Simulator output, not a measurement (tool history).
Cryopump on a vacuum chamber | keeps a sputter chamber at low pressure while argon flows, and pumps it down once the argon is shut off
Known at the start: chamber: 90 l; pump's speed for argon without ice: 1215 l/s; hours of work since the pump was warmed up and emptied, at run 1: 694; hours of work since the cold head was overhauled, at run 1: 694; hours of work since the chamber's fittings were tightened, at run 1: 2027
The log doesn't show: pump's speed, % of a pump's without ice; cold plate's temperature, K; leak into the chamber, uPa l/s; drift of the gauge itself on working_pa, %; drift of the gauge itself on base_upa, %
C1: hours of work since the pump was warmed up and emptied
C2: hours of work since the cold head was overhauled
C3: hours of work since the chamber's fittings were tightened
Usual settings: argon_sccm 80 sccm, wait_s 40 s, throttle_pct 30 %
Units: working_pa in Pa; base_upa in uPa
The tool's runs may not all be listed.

{"run": 1, "day": 0.0, "argon_sccm": 80, "wait_s": 40, "throttle_pct": 30, "C1": 694, "C2": 694, "C3": 2027, "working_pa": 0.4052, "base_upa": 3.68}
{"run": 2, "day": 1.642, "argon_sccm": 80, "wait_s": 30, "throttle_pct": 30, "C1": 718, "C2": 718, "C3": 2051, "working_pa": 0.4072, "base_upa": 4.55}
{"run": 3, "day": 2.892, "argon_sccm": 80, "wait_s": 30, "throttle_pct": 30, "C1": 736, "C2": 736, "C3": 2070, "working_pa": 0.4091, "base_upa": 4.59}
{"run": 4, "day": 5.188, "argon_sccm": 80, "wait_s": 178, "throttle_pct": 30, "C1": 769, "C2": 769, "C3": 2103, "working_pa": 0.4122, "base_upa": 1.78}
{"run": 5, "day": 6.821, "argon_sccm": 80, "wait_s": 40, "throttle_pct": 30, "C1": 793, "C2": 793, "C3": 2127, "working_pa": 0.4117, "base_upa": 3.82}
{"run": 6, "day": 9.275, "argon_sccm": 80, "wait_s": 40, "throttle_pct": 30, "C1": 829, "C2": 829, "C3": 2163, "working_pa": 0.4164, "base_upa": 3.79}
{"run": 7, "day": 11.575, "argon_sccm": 80, "wait_s": 40, "throttle_pct": 30, "C1": 863, "C2": 863, "C3": 2196, "working_pa": 0.4213, "base_upa": 3.87}
{"run": 8, "day": 13.996, "argon_sccm": 80, "wait_s": 40, "throttle_pct": 30, "C1": 898, "C2": 898, "C3": 2232, "working_pa": 0.4211, "base_upa": 3.76}
{"day": 15.229, "done": "pump warmed up, emptied and cooled again"}
{"run": 9, "day": 15.346, "argon_sccm": 80, "wait_s": 40, "throttle_pct": 30, "C1": 2, "C2": 915, "C3": 2248, "working_pa": 0.3703, "base_upa": 3.5}
{"run": 10, "day": 17.296, "argon_sccm": 80, "wait_s": 148, "throttle_pct": 30, "C1": 30, "C2": 943, "C3": 2277, "working_pa": 0.3745, "base_upa": 1.57}
{"run": 11, "day": 19.096, "argon_sccm": 80, "wait_s": 148, "throttle_pct": 50, "C1": 56, "C2": 969, "C3": 2303, "working_pa": 0.2266, "base_upa": 1.59}
{"run": 12, "day": 20.929, "argon_sccm": 61, "wait_s": 148, "throttle_pct": 35, "C1": 83, "C2": 996, "C3": 2330, "working_pa": 0.2455, "base_upa": 1.62}
{"run": 13, "day": 22.404, "argon_sccm": 54, "wait_s": 25, "throttle_pct": 31, "C1": 105, "C2": 1018, "C3": 2351, "working_pa": 0.2443, "base_upa": 5.26}
{"run": 14, "day": 23.938, "argon_sccm": 39, "wait_s": 60, "throttle_pct": 31, "C1": 127, "C2": 1040, "C3": 2374, "working_pa": 0.1789, "base_upa": 2.7}
{"run": 15, "day": 26.358, "argon_sccm": 39, "wait_s": 60, "throttle_pct": 31, "C1": 162, "C2": 1075, "C3": 2409, "working_pa": 0.1784, "base_upa": 2.68}
{"run": 16, "day": 27.675, "argon_sccm": 63, "wait_s": 72, "throttle_pct": 17, "C1": 182, "C2": 1095, "C3": 2428, "working_pa": 0.5213, "base_upa": 2.4}
{"run": 17, "day": 29.883, "argon_sccm": 101, "wait_s": 56, "throttle_pct": 20, "C1": 214, "C2": 1127, "C3": 2460, "working_pa": 0.7173, "base_upa": 2.91}
{"run": 18, "day": 31.971, "argon_sccm": 56, "wait_s": 117, "throttle_pct": 30, "C1": 244, "C2": 1157, "C3": 2491, "working_pa": 0.2701, "base_upa": 1.92}
{"run": 19, "day": 34.154, "argon_sccm": 80, "wait_s": 40, "throttle_pct": 22, "C1": 276, "C2": 1189, "C3": 2523, "working_pa": 0.5209, "base_upa": 3.62}
{"run": 20, "day": 35.879, "argon_sccm": 44, "wait_s": 291, "throttle_pct": 22, "C1": 301, "C2": 1214, "C3": 2548, "working_pa": 0.2874, "base_upa": 1.35}

Forecast each of these 3 alternatives for the next run:
{"run": "A", "day": 37.3, "argon_sccm": 51, "wait_s": 30, "throttle_pct": 18, "C1": 322, "C2": 1235, "C3": 2569, "working_pa": "?", "base_upa": "?"}
{"run": "B", "day": 37.3, "argon_sccm": 88, "wait_s": 40, "throttle_pct": 16, "C1": 322, "C2": 1235, "C3": 2569, "working_pa": "?", "base_upa": "?"}
{"run": "C", "day": 37.3, "argon_sccm": 127, "wait_s": 40, "throttle_pct": 30, "C1": 322, "C2": 1235, "C3": 2569, "working_pa": "?", "base_upa": "?"}

run=A working_pa=0.4036 base_upa=4.58
run=B working_pa=0.7784 base_upa=3.63
run=C working_pa=0.6159 base_upa=3.68
Without the tool's hidden state the same runs would have given:
run=A working_pa=0.3935 base_upa=3.79
run=B working_pa=0.7611 base_upa=2.85
run=C working_pa=0.5908 base_upa=2.88
